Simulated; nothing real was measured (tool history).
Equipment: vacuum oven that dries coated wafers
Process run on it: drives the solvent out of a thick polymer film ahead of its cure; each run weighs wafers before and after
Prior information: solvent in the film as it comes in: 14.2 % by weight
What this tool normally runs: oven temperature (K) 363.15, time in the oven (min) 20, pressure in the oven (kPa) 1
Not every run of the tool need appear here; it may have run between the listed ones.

| run | hour | oven temperature (K) | time in the oven (min) | pressure in the oven (kPa) | solvent left in the film (%) |
|---|---|---|---|---|---|
| 1 | 0 | 363.15 | 20 | 1 | 2.1 |
| 2 | 31.1 | 363.15 | 21 | 1 | 1.92 |
| 3 | 50.1 | 363.15 | 21 | 1 | 1.92 |
| 4 | 76.1 | 363.15 | 21 | 1 | 1.92 |
| 5 | 92.5 | 363.15 | 21 | 1 | 1.93 |
| 6 | 110.6 | 363.15 | 21 | 1 | 1.94 |
| 7 | 131.3 | 363.15 | 20 | 1 | 2.11 |
| 8 | 161.8 | 363.15 | 20 | 1 | 2.08 |
|  | 192 | oven's thermocouples calibrated |
| 9 | 195.4 | 363.15 | 20 | 1 | 2.13 |
| 10 | 214.5 | 363.15 | 20 | 1 | 2.09 |
| 11 | 239.1 | 352.15 | 20 | 1.12 | 4.2 |
| 12 | 258.6 | 376.15 | 18 | 1.12 | 0.81 |
| 13 | 275 | 374.15 | 27 | 2.65 | 0.86 |
| 14 | 301.9 | 374.15 | 20 | 0.51 | 0.71 |
| 15 | 332 | 373.15 | 12 | 0.61 | 2.2 |
| 16 | 360.2 | 362.15 | 15 | 0.8 | 3.25 |
| 17 | 385.1 | 359.15 | 15 | 0.8 | 3.8 |
| 18 | 403.7 | 352.15 | 20 | 1 | 4.12 |
| 19 | 430.9 | 352.15 | 20 | 1 | 4.1 |

Forecast each of these 4 alternatives for the next run:
| A | 444.9 | 351.15 | 12 | 3.63 | ? |
| B | 444.9 | 366.15 | 24 | 1.11 | ? |
| C | 444.9 | 361.15 | 10 | 1 | ? |
| D | 444.9 | 363.15 | 20 | 1 | ? |

| run | solvent left in the film (%) |
|---|---|
| A | 7.22 |
| B | 1.24 |
| C | 5.13 |
| D | 2.09 |
Without the tool's unlogged condition, the same runs would have read:
| run | solvent left in the film (%) |
|---|---|
| A | 7.22 |
| B | 1.23 |
| C | 5.13 |
| D | 2.08 |
